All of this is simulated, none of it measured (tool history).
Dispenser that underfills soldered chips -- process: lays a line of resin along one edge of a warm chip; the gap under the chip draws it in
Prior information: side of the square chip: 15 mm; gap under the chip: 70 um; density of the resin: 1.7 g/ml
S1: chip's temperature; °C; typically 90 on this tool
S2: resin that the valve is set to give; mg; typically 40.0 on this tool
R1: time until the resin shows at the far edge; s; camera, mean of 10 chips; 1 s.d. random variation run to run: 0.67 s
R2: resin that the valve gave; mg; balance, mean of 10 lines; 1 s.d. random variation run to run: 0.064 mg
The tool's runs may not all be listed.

{"run": 1, "hour": 0.0, "S1": 90, "S2": 40.0, "R1": 77.1, "R2": 39.7}
{"run": 2, "hour": 4.1, "S1": 90, "S2": 40.0, "R1": 85.6, "R2": 39.65}
{"hour": 9.6, "done": "new syringe of resin"}
{"run": 3, "hour": 10.7, "S1": 90, "S2": 40.0, "R1": 64.4, "R2": 39.56}
{"run": 4, "hour": 16.7, "S1": 90, "S2": 42.0, "R1": 74.3, "R2": 41.43}
{"run": 5, "hour": 23.3, "S1": 90, "S2": 42.0, "R1": 85.0, "R2": 41.53}
{"hour": 27.4, "done": "new syringe of resin"}
{"run": 6, "hour": 28.6, "S1": 90, "S2": 42.0, "R1": 63.4, "R2": 41.38}
{"run": 7, "hour": 34.6, "S1": 90, "S2": 40.0, "R1": 75.9, "R2": 39.3}
{"run": 8, "hour": 41.0, "S1": 90, "S2": 37.2, "R1": 91.7, "R2": 36.5}
{"hour": 45.0, "done": "new syringe of resin"}
{"run": 9, "hour": 47.2, "S1": 90, "S2": 44.9, "R1": 65.8, "R2": 43.97}
{"run": 10, "hour": 52.7, "S1": 90, "S2": 44.9, "R1": 76.4, "R2": 43.84}
{"run": 11, "hour": 57.7, "S1": 90, "S2": 40.0, "R1": 87.1, "R2": 38.95}
{"run": 12, "hour": 62.0, "S1": 90, "S2": 40.0, "R1": 99.2, "R2": 39.1}
{"hour": 62.9, "done": "new syringe of resin"}
{"run": 13, "hour": 68.3, "S1": 90, "S2": 40.0, "R1": 73.4, "R2": 38.87}
{"run": 14, "hour": 73.2, "S1": 90, "S2": 40.0, "R1": 82.1, "R2": 38.79}
{"run": 15, "hour": 77.8, "S1": 89, "S2": 49.5, "R1": 95.2, "R2": 48.0}
{"hour": 80.9, "done": "new syringe of resin"}
{"run": 16, "hour": 82.7, "S1": 78, "S2": 45.7, "R1": 94.4, "R2": 44.19}
{"run": 17, "hour": 86.3, "S1": 91, "S2": 35.8, "R1": 72.1, "R2": 34.54}
{"run": 18, "hour": 92.7, "S1": 91, "S2": 35.8, "R1": 85.8, "R2": 34.7}
{"hour": 96.7, "done": "dispensing valve cleaned and set on the balance"}
{"hour": 99.5, "done": "new syringe of resin"}
{"run": 19, "hour": 100.7, "S1": 87, "S2": 36.1, "R1": 73.4, "R2": 36.0}
{"run": 20, "hour": 106.2, "S1": 87, "S2": 36.1, "R1": 86.7, "R2": 35.87}
{"run": 21, "hour": 109.7, "S1": 77, "S2": 38.8, "R1": 128.6, "R2": 38.55}
{"run": 22, "hour": 114.6, "S1": 83, "S2": 46.9, "R1": 116.0, "R2": 46.5}
{"hour": 117.2, "done": "new syringe of resin"}
{"run": 23, "hour": 121.1, "S1": 77, "S2": 46.9, "R1": 102.1, "R2": 46.46}
{"run": 24, "hour": 126.8, "S1": 93, "S2": 42.5, "R1": 72.2, "R2": 41.96}
{"run": 25, "hour": 131.7, "S1": 82, "S2": 41.1, "R1": 116.7, "R2": 40.51}
{"hour": 134.9, "done": "new syringe of resin"}
{"run": 26, "hour": 136.8, "S1": 90, "S2": 40.1, "R1": 66.1, "R2": 39.42}

Hidden state or all else? Some run-to-run changes of R1, split into what the settings, what came in and random variation would give without the hidden state, and what is left for the hidden state (with any gauge scatter that isn't in both results):
Unlogged tool condition in this case: resin's viscosity, % of fresh resin's; dose that the valve gives, % of what is set; true chip temperature over the reading, C; drift of the gauge itself on fill_s, %; drift of the gauge itself on given_mg, %.
Run 22 -> 23: S1 83 -> 77, new syringe of resin. R1 -13.9 s: hidden state -29.5, all else +15.6.
Run 24 -> 25: S1 93 -> 82, S2 42.5 -> 41.1. R1 +44.5 s: hidden state +21.7, all else +22.8.
Run 25 -> 26: S1 82 -> 90, S2 41.1 -> 40.1, new syringe of resin. R1 -50.6 s: hidden state -32.9, all else -17.7.
